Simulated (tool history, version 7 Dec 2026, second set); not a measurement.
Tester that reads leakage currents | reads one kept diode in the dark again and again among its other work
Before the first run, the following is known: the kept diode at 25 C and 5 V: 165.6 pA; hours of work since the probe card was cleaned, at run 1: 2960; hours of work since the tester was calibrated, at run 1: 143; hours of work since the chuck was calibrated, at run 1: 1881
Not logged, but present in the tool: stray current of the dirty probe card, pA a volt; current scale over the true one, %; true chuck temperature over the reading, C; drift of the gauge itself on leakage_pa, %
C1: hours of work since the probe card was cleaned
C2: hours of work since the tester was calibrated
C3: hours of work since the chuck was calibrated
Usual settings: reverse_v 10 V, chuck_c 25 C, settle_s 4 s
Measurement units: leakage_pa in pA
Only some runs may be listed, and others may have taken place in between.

Run 1, hour 0: usual settings; C1 2960; C2 143; C3 1881. Result: leakage_pa 232.38 pA.
Run 2, hour 38.8: usual settings but reverse_v 1.1 V; C1 2983; C2 166; C3 1905. Result: leakage_pa 79.17 pA.
Run 3, hour 90.1: usual settings but chuck_c 39 C; C1 3014; C2 198; C3 1936. Result: leakage_pa 803.74 pA.
At hour 123: probe card cleaned and baked.
Run 4, hour 128.9: usual settings but reverse_v 2.6 V; C1 4; C2 219; C3 1958. Result: leakage_pa 122.12 pA.
Run 5, hour 175: usual settings; C1 32; C2 247; C3 1986. Result: leakage_pa 243.78 pA.
Run 6, hour 214.4: usual settings but chuck_c 31 C; C1 56; C2 271; C3 2010. Result: leakage_pa 408.43 pA.
At hour 254: probe card cleaned and baked, once more.
Run 7, hour 267.5: usual settings but chuck_c 31 C; C1 8; C2 302; C3 2040. Result: leakage_pa 374.52 pA.
At hour 288.4: chuck's temperature calibrated.
Run 8, hour 322.9: usual settings but chuck_c 31 C; C1 41; C2 334; C3 21. Result: leakage_pa 404.29 pA.
Run 9, hour 393.6: usual settings but chuck_c 60 C; C1 84; C2 377; C3 64. Result: leakage_pa 4787.18 pA.
Run 10, hour 436.7: usual settings but settle_s 2.08 s; C1 110; C2 404; C3 90. Result: leakage_pa 228.56 pA.
Run 11, hour 490.3: usual settings but settle_s 2.08 s; C1 142; C2 436; C3 123. Result: leakage_pa 228.27 pA.
Run 12, hour 552.2: usual settings but settle_s 2.08 s; C1 180; C2 474; C3 160. Result: leakage_pa 229.23 pA.
Run 13, hour 621.4: usual settings; C1 222; C2 516; C3 203. Result: leakage_pa 226.81 pA.
Run 14, hour 677.2: usual settings; C1 256; C2 550; C3 236. Result: leakage_pa 226.44 pA.
Run 15, hour 755.8: usual settings but chuck_c 32 C, settle_s 4.62 s; C1 304; C2 598; C3 284. Result: leakage_pa 439.36 pA.
Run 16, hour 836.1: usual settings but chuck_c 32 C, settle_s 4.62 s; C1 353; C2 647; C3 333. Result: leakage_pa 439.02 pA.
Run 17, hour 896.4: usual settings but chuck_c 32 C, settle_s 4.62 s; C1 389; C2 683; C3 370. Result: leakage_pa 437.8 pA.
Run 18, hour 959.5: usual settings but reverse_v 1.5 V; C1 428; C2 722; C3 408. Result: leakage_pa 94.21 pA.
Run 19, hour 1028.5: usual settings but reverse_v 11.7 V, chuck_c 50 C, settle_s 8.93 s; C1 470; C2 764; C3 450. Result: leakage_pa 2287.31 pA.
Run 20, hour 1110.5: usual settings but reverse_v 15.9 V, chuck_c 20 C, settle_s 0.38 s; C1 520; C2 813; C3 500. Result: leakage_pa 186.93 pA.
Run 21, hour 1154.4: usual settings but chuck_c 53 C, settle_s 4.51 s; C1 546; C2 840; C3 527. Result: leakage_pa 2713.31 pA.
Run 22, hour 1196.8: usual settings but reverse_v 1 V, settle_s 2.5 s; C1 572; C2 866; C3 552. Result: leakage_pa 77.74 pA.
Run 23, hour 1251.5: usual settings but reverse_v 14.1 V, settle_s 2.5 s; C1 605; C2 899; C3 586. Result: leakage_pa 267.06 pA.
Run 24, hour 1291.7: usual settings but reverse_v 2.2 V, chuck_c 41 C, settle_s 2.5 s; C1 630; C2 924; C3 610. Result: leakage_pa 487.6 pA.
Run 25, hour 1327.2: usual settings but reverse_v 2.1 V, chuck_c 32 C, settle_s 5.73 s; C1 651; C2 945; C3 632. Result: leakage_pa 212.29 pA.
Run 26, hour 1368.3: usual settings but reverse_v 2.1 V, chuck_c 32 C, settle_s 5.73 s; C1 677; C2 970; C3 657. Result: leakage_pa 212.21 pA.
Run 27, hour 1412.5: usual settings but chuck_c 36 C; C1 703; C2 997; C3 684. Result: leakage_pa 628.92 pA.
Run 28, hour 1465.1: usual settings but reverse_v 3.2 V; C1 735; C2 1029; C3 716. Result: leakage_pa 132.81 pA.

Each row is a separate what-if for the run after 28, all from the same tool condition, not one after another. Results?
Run A, hour 1517.7: usual settings but reverse_v 3.2 V, chuck_c 53 C; C1 767; C2 1061; C3 748. Result: leakage_pa ?.
Run B, hour 1517.7: usual settings but chuck_c 41 C, settle_s 6.3 s; C1 767; C2 1061; C3 748. Result: leakage_pa ?.
Run C, hour 1517.7: usual settings but settle_s 2.1 s; C1 767; C2 1061; C3 748. Result: leakage_pa ?.
Run D, hour 1517.7: usual settings but chuck_c 33 C, settle_s 2.06 s; C1 767; C2 1061; C3 748. Result: leakage_pa ?.
Run E, hour 1517.7: usual settings but reverse_v 7.1 V, chuck_c 45 C, settle_s 0.36 s; C1 767; C2 1061; C3 748. Result: leakage_pa ?.

run  leakage_pa
  A     1594.99
  B      974.43
  C      226.18
  D      477.78
  E     1188.35
Without the tool's unlogged condition, the same runs would have read:
run  leakage_pa
  A     1640.52
  B     1000.32
  C       228.8
  D      488.51
  E     1221.46
